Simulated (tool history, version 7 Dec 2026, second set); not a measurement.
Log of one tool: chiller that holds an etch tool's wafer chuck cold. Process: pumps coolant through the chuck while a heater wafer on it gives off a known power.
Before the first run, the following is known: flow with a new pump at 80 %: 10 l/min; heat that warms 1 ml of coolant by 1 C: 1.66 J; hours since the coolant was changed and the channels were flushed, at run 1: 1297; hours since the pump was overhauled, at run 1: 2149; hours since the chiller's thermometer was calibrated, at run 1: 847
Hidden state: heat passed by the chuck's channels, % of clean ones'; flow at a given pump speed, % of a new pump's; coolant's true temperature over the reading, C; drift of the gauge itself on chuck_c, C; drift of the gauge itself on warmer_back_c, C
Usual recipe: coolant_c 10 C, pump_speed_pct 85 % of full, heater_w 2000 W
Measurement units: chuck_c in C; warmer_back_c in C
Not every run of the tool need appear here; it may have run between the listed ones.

run	day	coolant_c	pump_speed_pct	heater_w	hours since the coolant was changed and the channels were flushed	hours since the pump was overhauled	hours since the chiller's thermometer was calibrated	chuck_c	warmer_back_c
1	0.000	10	85	2000	1297	2149	847	33.8	6.98
2	1.258	10	85	2000	1327	2179	877	33.9	6.90
3	2.633	10	85	2899	1360	2212	910	44.9	10.08
4	3.600	10	85	2899	1383	2235	933	44.7	10.10
5	4.808	10	85	2899	1412	2264	962	44.9	10.09
6	6.196	10	70	2000	1446	2297	996	37.3	8.47
7	7.562	10	70	2000	1478	2330	1028	37.2	8.49
8	8.746	10	75	2000	1507	2359	1057	36.1	7.95
9	9.700	10	75	2000	1530	2381	1080	36.1	7.84
10	10.783	10	75	2000	1556	2407	1106	36.2	7.93
11	12.250	10	75	2000	1591	2443	1141	36.4	7.91
12	13.275	10	85	2000	1616	2467	1165	34.3	6.96
13	14.729	10	85	2000	1650	2502	1200	34.4	6.95
14	16.229	10	64	2000	1686	2538	1236	39.0	9.35
15	17.275	10	64	2000	1712	2563	1262	39.1	9.40
16	18.192	20	85	2000	1734	2585	1283	44.4	7.00
17	19.333	20	90	2000	1761	2613	1311	43.6	6.63
18	20.338	10	61	1448	1785	2637	1335	31.7	7.15
19	21.525	18	99	2392	1814	2665	1363	44.7	7.11
20	22.829	19	64	1040	1845	2697	1395	34.3	4.94
21	23.458	19	64	1040	1860	2712	1410	34.3	4.92
22	24.288	13	79	1269	1880	2732	1430	29.1	4.81
23	24.967	13	79	1269	1896	2748	1446	29.2	4.76
24	25.950	10	68	2000	1920	2771	1470	38.1	8.80
25	26.942	10	88	1428	1944	2795	1493	27.4	4.85
26	28.283	10	88	1428	1976	2827	1526	27.5	4.81
27	29.304	10	88	1428	2000	2852	1550	27.3	4.86
28	30.517	2	95	1067	2029	2881	1579	14.3	3.35
29	31.646	8	85	2000	2056	2908	1606	32.6	6.99
30	33.050	8	85	2000	2090	2942	1640	32.7	7.08
31	33.762	11	85	2877	2107	2959	1657	46.5	10.09

4 options for the next run, each taken on its own from the tool as it stands now. Forecast them:
A	34.567	11	89	1962	2127	2978	1676	?	?
B	34.567	20	85	1543	2127	2978	1676	?	?
C	34.567	1	87	2353	2127	2978	1676	?	?
D	34.567	0	77	2000	2127	2978	1676	?	?

run	chuck_c	warmer_back_c
A	34.8	6.51
B	39.1	5.37
C	29.7	8.03
D	26.3	7.85
The same runs, with their run-to-run variation unchanged, on a tool lacking any hidden condition would have given:
run	chuck_c	warmer_back_c
A	32.8	6.29
B	37.5	5.18
C	27.4	7.76
D	24.2	7.58

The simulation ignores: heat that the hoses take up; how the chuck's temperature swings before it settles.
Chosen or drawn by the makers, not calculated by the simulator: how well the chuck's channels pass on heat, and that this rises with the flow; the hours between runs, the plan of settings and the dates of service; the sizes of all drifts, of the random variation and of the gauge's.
